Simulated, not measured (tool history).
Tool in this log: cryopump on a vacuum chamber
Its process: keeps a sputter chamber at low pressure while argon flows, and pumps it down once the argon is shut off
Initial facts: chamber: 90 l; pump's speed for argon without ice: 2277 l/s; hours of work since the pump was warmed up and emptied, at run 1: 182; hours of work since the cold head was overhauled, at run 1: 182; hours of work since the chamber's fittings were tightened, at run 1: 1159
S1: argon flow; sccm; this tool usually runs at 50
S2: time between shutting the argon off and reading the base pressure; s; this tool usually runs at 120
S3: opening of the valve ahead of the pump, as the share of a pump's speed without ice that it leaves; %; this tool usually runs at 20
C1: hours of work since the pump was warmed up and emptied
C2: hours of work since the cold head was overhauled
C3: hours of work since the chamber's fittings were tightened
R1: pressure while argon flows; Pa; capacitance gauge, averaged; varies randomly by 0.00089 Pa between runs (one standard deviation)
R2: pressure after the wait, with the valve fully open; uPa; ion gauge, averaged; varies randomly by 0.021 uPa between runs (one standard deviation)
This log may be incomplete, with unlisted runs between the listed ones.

run     day   S1   S2  S3   C1   C2    C3      R1    R2
  1       0   50  120  20  182  182  1159   0.188  0.66
  2    0.35   50  120  20  186  186  1163  0.1886  0.66
  3   1.117   24  120  20  194  194  1171  0.0907  0.63
  4   1.604   24  120  20  199  199  1176  0.0911   0.7
  5    1.95   24  120  20  203  203  1180  0.0892  0.69
  6   2.288   24  120  20  206  206  1183  0.0904  0.66
  7    2.65   24  120  20  210  210  1187  0.0898  0.62
  8   3.346   50  229  20  217  217  1194  0.1881  0.54
  9   3.696   50  229  20  221  221  1198  0.1875  0.52
 10    4.25   36  120  20  227  227  1204  0.1369  0.69
 11    4.65   36  120  20  231  231  1208  0.1372  0.65
 12   5.304   50   95  20  238  238  1215    0.19  0.76
 13   5.825   53  120  20  244  244  1220  0.1999  0.71
 14   6.488   53  120  20  251  251  1227  0.1983  0.67
 15   7.275   53  120  20  259  259  1236  0.2002  0.69
 16   7.796   53  120  20  264  264  1241  0.2009  0.69
 17   8.221   53  120  20  269  269  1246  0.2003  0.72
 18   8.558   85   85  20  272  272  1249   0.324  0.83
 19   8.992   22  219  33  277  277  1254   0.051  0.58
 20   9.733   67  120  16  285  285  1262  0.3176   0.7
 21  10.367   67  120  16  291  291  1268  0.3149   0.7
 22   10.75   67  120  16  295  295  1272  0.3167  0.68
 23  11.512   28   63  52  303  303  1280  0.0423  0.94
 24  12.283   28   63  52  311  311  1288  0.0428  0.98
 25  12.733   28   63  52  316  316  1293  0.0419  0.97
 26  13.392   46   66  20  323  323  1300  0.1746  0.92
 27  13.792  100   69  16  327  327  1304  0.4739  0.92
 28  14.162   30   51  18  331  331  1308  0.1274   1.1
 29  14.867   30   51  18  339  339  1316  0.1269  1.09
 30  15.596   30   51  21  346  346  1323  0.1095  1.12
 31  16.208   40   52  21  353  353  1330  0.1455   1.1
 32  16.654   30  157  59  357  357  1334  0.0403  0.62
 33  17.075   67   88  59  362  362  1339  0.0896  0.85
 34  17.588   26   24  59  367  367  1344  0.0355  1.81

Below, some changes in R1 between adjacent runs. For each, the amount present without the hidden state too (settings, incoming material, random variation) and the amount remaining for the hidden state with gauge scatter not shared by both compared results:
Hidden state at play: pump's speed, % of a pump's without ice; cold plate's temperature, K; leak into the chamber, uPa l/s; drift of the gauge itself on working_pa, %; drift of the gauge itself on base_upa, %.
Run 18 -> 19: S1 85 -> 22, S2 85 -> 219, S3 20 -> 33. R1 -0.273 Pa: hidden state -0.0046, all else -0.2684.
Run 22 -> 23: S1 67 -> 28, S2 120 -> 63, S3 16 -> 52. R1 -0.2744 Pa: hidden state -0.0031, all else -0.2713.
Run 26 -> 27: S1 46 -> 100, S2 66 -> 69, S3 20 -> 16. R1 +0.2993 Pa: hidden state +0.0048, all else +0.2945.
Run 27 -> 28: S1 100 -> 30, S2 69 -> 51, S3 16 -> 18. R1 -0.3465 Pa: hidden state -0.006, all else -0.3405.
